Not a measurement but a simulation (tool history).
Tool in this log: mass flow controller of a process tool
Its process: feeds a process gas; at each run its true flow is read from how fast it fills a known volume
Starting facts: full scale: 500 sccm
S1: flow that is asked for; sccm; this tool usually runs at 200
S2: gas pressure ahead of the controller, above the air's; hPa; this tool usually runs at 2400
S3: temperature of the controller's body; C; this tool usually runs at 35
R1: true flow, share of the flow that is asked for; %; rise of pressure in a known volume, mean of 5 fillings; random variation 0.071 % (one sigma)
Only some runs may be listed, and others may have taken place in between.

run     day   S1    S2  S3      R1
  1       0  200  2400  35  100.28
  2   6.979  200  2400  21   99.85
  3  12.171  200  2400  35  100.39
  4  17.979  200  1680  35   99.95
  5  24.533  200  1680  35   99.96
  6  30.462  418  2400  35  100.92
  7  36.133  430  2020  20  100.11
  8  39.654  430  2020  20   100.1

For run 9, what comes out?
  9   47  200  2760  33   ?

R1: 100.89 %
With the hidden condition absent and the run-to-run variation left alone, this run would have shown R1 100.53 %.

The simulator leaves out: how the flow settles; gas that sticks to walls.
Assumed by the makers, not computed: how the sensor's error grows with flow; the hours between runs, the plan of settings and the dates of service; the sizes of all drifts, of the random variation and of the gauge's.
